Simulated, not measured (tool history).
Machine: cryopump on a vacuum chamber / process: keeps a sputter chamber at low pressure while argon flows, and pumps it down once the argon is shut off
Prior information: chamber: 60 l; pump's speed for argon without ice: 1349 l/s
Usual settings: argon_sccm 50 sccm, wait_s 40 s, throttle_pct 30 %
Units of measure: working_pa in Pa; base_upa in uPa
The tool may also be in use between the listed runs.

run   hour  argon_sccm  wait_s  throttle_pct  working_pa  base_upa
  1      0          50      40            30      0.2238      3.57
  2     48          50     153            30      0.2254       2.4
  3   97.8          59      40            30      0.2673      3.65
  4  144.2          59      40            30      0.2692      3.76
  5  193.6          59      40            30      0.2699       3.8
  6  227.7          59      40            30       0.271      3.97
  7  263.2          50     291            30      0.2328      2.46
  8  299.3          50     291            30      0.2322       2.6
  9  343.1          50     291            30      0.2342      2.68
 10  376.3          50     291            30      0.2349      2.68
     400.7  -- pump warmed up, emptied and cooled again
 11  427.9          50     291            30      0.2096      2.11
 12  472.2          50     291            30      0.2099      2.12
 13  503.5          39      40            30      0.1639      3.57
 14  549.6          88      30            30      0.3713      4.01
 15  598.4          89      30            22      0.5126      4.19
 16  647.2          54      40            30      0.2309      3.81
 17  684.2          45      47            30      0.1938      3.51
 18    720          45      28            15      0.3808      4.54
 19  766.8          45      28            15      0.3818      4.66
 20  790.6          37      28            34       0.141      4.52
 21    829          37      28            34      0.1422       4.6
 22  852.7          50     119            27      0.2429      2.82
 23  888.7          86     200            19      0.5829       2.7

Had the tool no unlogged condition, and each run kept its random variation, what would the results have been?
Hidden conditions of the tool in this case: pump's speed, % of a pump's without ice; cold plate's temperature, K; leak into the chamber, uPa l/s; drift of the gauge itself on working_pa, %; drift of the gauge itself on base_upa, %.
run  working_pa  base_upa
  1      0.2084      1.88
  2      0.2089      0.64
  3      0.2463      1.84
  4      0.2468      1.86
  5       0.246      1.85
  6       0.246      1.91
  7      0.2105      0.44
  8       0.209      0.45
  9      0.2094      0.45
 10      0.2093      0.46
 11      0.2085      0.47
 12      0.2082      0.46
 13      0.1621      1.89
 14      0.3659      2.34
 15      0.5056      2.41
 16      0.2256      1.93
 17      0.1888      1.64
 18      0.3752       2.6
 19      0.3754      2.64
 20      0.1354      2.55
 21       0.136      2.57
 22       0.234       0.8
 23      0.5664      0.54
